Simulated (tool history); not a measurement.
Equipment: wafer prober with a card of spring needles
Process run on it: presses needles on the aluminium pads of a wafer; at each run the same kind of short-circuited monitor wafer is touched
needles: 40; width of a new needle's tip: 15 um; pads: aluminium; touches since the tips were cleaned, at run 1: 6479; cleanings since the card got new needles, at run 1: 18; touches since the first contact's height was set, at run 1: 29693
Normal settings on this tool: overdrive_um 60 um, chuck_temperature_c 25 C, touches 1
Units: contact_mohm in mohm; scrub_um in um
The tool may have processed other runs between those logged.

run	hour	overdrive_um	chuck_temperature_c	touches	touches since the tips were cleaned	cleanings since the card got new needles	touches since the first contact's height was set	contact_mohm	scrub_um
1	0	60	25	1	6479	18	29693	218	9.58
# hour 2.9: tips cleaned on abrasive film
2	6.4	60	25	1	1744	19	32823	200	9.56
3	13.2	60	25	1	5139	19	36218	215	9.59
# hour 18.5: tips cleaned on abrasive film
4	20.4	60	25	1	919	20	39742	189	9.55
5	27.5	60	25	1	4485	20	43308	210	9.56
6	33.2	60	25	2	7305	20	46128	204	9.54
# hour 34.7: tips cleaned on abrasive film
7	38.5	60	25	2	1856	21	48709	192	9.52
8	44.7	60	25	2	4975	21	51828	199	9.53
# hour 50.4: tips cleaned on abrasive film
9	51.8	60	25	1	695	22	55316	188	9.54
10	58.6	60	25	1	4072	22	58693	213	9.52
11	65.9	60	25	1	7720	22	62341	221	9.52
# hour 66.7: tips cleaned on abrasive film
12	74.6	60	25	1	3918	23	66614	208	9.51
13	78.6	60	25	1	5926	23	68622	217	9.51
# hour 82.4: tips cleaned on abrasive film
14	84.9	60	25	1	1249	24	71709	195	9.51
15	92.6	60	25	1	5075	24	75535	214	9.49
# hour 98.1: tips cleaned on abrasive film
16	99.9	60	25	1	896	25	79121	195	9.49
17	103.9	60	98	1	2887	25	81112	216	9.49
18	112.6	60	73	1	7217	25	85442	228	9.49
# hour 113.8: tips cleaned on abrasive film
19	119.8	79	100	1	2965	26	88990	211	12.55
20	126.1	79	100	1	6123	26	92148	218	12.56
# hour 129.5: tips cleaned on abrasive film
21	131.3	78	52	1	907	27	94702	187	12.36
22	137.3	47	25	2	3861	27	97656	207	7.38
# hour 145.4: tips cleaned on abrasive film
23	145.8	48	85	1	211	28	101889	200	7.54
24	151.7	60	112	1	3146	28	104824	219	9.44
25	159.5	51	35	2	7031	28	108709	219	8.04
# hour 161.5: tips cleaned on abrasive film
26	164.8	60	92	3	1650	29	111305	195	9.45
27	169.9	60	92	3	4177	29	113832	204	9.42
28	174.5	60	25	1	6483	29	116138	218	9.46
# hour 177.5: tips cleaned on abrasive film
29	183.1	60	62	1	2799	30	120368	212	9.43
30	189.9	50	36	2	6195	30	123764	215	7.81
# hour 193.2: tips cleaned on abrasive film
# hour 195.4: height of the first contact set anew
31	195.8	55	38	1	1137	31	169	193	8.81
32	200.9	47	38	2	3678	31	2710	209	7.53
33	207.4	43	76	1	6925	31	5957	258	6.89
# hour 209.1: tips cleaned on abrasive film
34	212.8	70	52	1	1855	32	8632	198	11.19

Selected run-to-run steps in contact_mohm, each split into two signed amounts: the part the tool would show with no hidden state at all (from settings, incoming material and random variation), and the remainder, which goes to the hidden state together with any gauge scatter not common to the measured and the hidden-state-free results:
The tool's hidden condition here consists of: debris on the tips, nm; way that the needles fall short of the set height, um; tips' diameter, um; drift of the gauge itself on contact_mohm, %; drift of the gauge itself on scrub_um, %.
Run 20 -> 21: overdrive_um 79 -> 78, chuck_temperature_c 100 -> 52, tips cleaned on abrasive film. contact_mohm -31 mohm: hidden state -16, all else -15.
Run 27 -> 28: chuck_temperature_c 92 -> 25, touches 3 -> 1. contact_mohm +14 mohm: hidden state +30, all else -16.
Run 32 -> 33: overdrive_um 47 -> 43, chuck_temperature_c 38 -> 76, touches 2 -> 1. contact_mohm +49 mohm: hidden state +40, all else +9.
Run 33 -> 34: overdrive_um 43 -> 70, chuck_temperature_c 76 -> 52, tips cleaned on abrasive film. contact_mohm -60 mohm: hidden state -51, all else -9.

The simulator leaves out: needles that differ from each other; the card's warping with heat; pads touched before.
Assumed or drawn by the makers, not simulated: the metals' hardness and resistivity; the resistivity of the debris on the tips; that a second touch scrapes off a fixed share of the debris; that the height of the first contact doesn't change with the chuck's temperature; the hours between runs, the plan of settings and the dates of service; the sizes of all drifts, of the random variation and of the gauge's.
